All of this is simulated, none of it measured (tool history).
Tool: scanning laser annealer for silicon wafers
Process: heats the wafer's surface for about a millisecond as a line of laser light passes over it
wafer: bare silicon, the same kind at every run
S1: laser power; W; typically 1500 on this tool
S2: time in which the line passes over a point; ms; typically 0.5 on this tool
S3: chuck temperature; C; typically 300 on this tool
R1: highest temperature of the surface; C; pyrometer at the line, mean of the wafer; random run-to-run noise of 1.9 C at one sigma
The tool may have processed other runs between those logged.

| run | hour | S1 | S2 | S3 | R1 |
|---|---|---|---|---|---|
| 1 | 0 | 1500 | 0.5 | 300 | 1087 |
| 2 | 53.2 | 1500 | 0.561 | 300 | 1140 |
| 3 | 97.5 | 1374 | 0.561 | 300 | 1049 |
|  | 159.8 | window over the wafer cleaned |
| 4 | 161.8 | 1500 | 0.537 | 300 | 1142 |
| 5 | 193.8 | 1500 | 0.537 | 300 | 1139 |
| 6 | 240.7 | 1500 | 0.537 | 300 | 1138 |
| 7 | 303.9 | 1500 | 0.5 | 295 | 1098 |
| 8 | 341.5 | 1500 | 0.5 | 295 | 1097 |
| 9 | 395.9 | 1500 | 0.5 | 295 | 1094 |
| 10 | 425.9 | 1484 | 0.358 | 295 | 946 |
| 11 | 479.9 | 1347 | 0.527 | 269 | 985 |
| 12 | 543.5 | 1416 | 0.557 | 269 | 1061 |
| 13 | 606.1 | 1499 | 0.5 | 315 | 1113 |

Below are 3 alternative next runs, each starting from the tool's condition after run 13. Predict each:
| A | 667 | 1500 | 0.563 | 313 | ? |
| B | 667 | 1491 | 0.359 | 278 | ? |
| C | 667 | 1429 | 0.5 | 300 | ? |

| run | R1 |
|---|---|
| A | 1161 |
| B | 931 |
| C | 1047 |
With no hidden state in the tool, these same runs would have given:
| run | R1 |
|---|---|
| A | 1184 |
| B | 949 |
| C | 1068 |

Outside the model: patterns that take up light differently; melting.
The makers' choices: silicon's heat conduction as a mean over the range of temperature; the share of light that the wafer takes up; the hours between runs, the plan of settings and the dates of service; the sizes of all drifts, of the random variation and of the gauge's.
